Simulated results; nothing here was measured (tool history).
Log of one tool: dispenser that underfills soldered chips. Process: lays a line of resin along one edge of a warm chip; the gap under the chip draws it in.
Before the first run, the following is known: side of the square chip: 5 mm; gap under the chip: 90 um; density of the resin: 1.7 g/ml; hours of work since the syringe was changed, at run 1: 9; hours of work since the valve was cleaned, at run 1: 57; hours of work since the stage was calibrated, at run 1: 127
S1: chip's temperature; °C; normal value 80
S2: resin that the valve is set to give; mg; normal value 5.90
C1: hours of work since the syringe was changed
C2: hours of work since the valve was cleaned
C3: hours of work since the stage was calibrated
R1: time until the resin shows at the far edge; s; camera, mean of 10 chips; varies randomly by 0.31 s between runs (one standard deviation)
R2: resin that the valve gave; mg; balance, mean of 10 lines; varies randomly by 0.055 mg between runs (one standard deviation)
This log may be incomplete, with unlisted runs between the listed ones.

run  hour  S1    S2  C1   C2   C3    R1    R2
  1   0.0  80  5.90   9   57  127  13.8  5.66
      2.5  -- new syringe of resin
  2   2.7  80  5.90   0   59  129   8.3  5.57
  3   5.2  80  5.90   2   60  131  10.0  5.56
  4   8.7  91  5.90   5   63  134   7.0  5.54
  5  13.1  80  5.90   8   66  137  11.9  5.53
  6  15.9  80  5.90  10   68  139  13.3  5.52
     17.5  -- new syringe of resin
  7  19.2  80  5.90   1   70  141   8.9  5.44
  8  21.5  80  5.90   3   72  143   9.5  5.51
  9  23.4  89  5.90   4   73  144   7.7  5.52
 10  27.4  80  5.90   7   76  147  11.6  5.47
 11  30.7  80  5.90  10   79  149  13.6  5.44
     32.6  -- new syringe of resin
 12  33.1  77  5.17   0   80  151   9.5  4.76
 13  35.5  77  6.80   2   82  153  10.0  6.22
 14  40.0  89  7.22   5   85  156   8.1  6.62
 15  43.3  72  6.20   8   88  158  16.6  5.79
     47.5  -- new syringe of resin
 16  47.7  72  6.20   0   91  161  11.8  5.55
 17  51.1  72  6.20   3   93  164  13.3  5.62
 18  53.9  72  6.20   5   95  166  14.7  5.71
 19  57.1  71  5.23   7   98  168  17.9  4.83
 20  60.5  69  5.32   9  100  171  21.8  4.76

Consider 5 possible next runs. They are alternatives, not a sequence: every one starts from the tool as it was left by run 20. What does each give?
     62.4  -- new syringe of resin
  A  64.4  93  5.32   1  103  173   ?   ?
     62.4  -- new syringe of resin
  B  64.4  72  7.26   1  103  173   ?   ?
     62.4  -- new syringe of resin
  C  64.4  80  5.69   1  103  173   ?   ?
     62.4  -- new syringe of resin
  D  64.4  84  5.32   1  103  173   ?   ?
     62.4  -- new syringe of resin
  E  64.4  87  5.35   1  103  173   ?   ?

run    R1    R2
  A   5.7  4.76
  B  12.2  6.65
  C   9.2  5.04
  D   7.8  4.86
  E   7.4  4.82
Stripped of hidden state, with their random variation kept, the same runs would have yielded:
run    R1    R2
  A   5.3  5.27
  B  11.5  7.35
  C   8.5  5.59
  D   7.2  5.37
  E   6.8  5.33
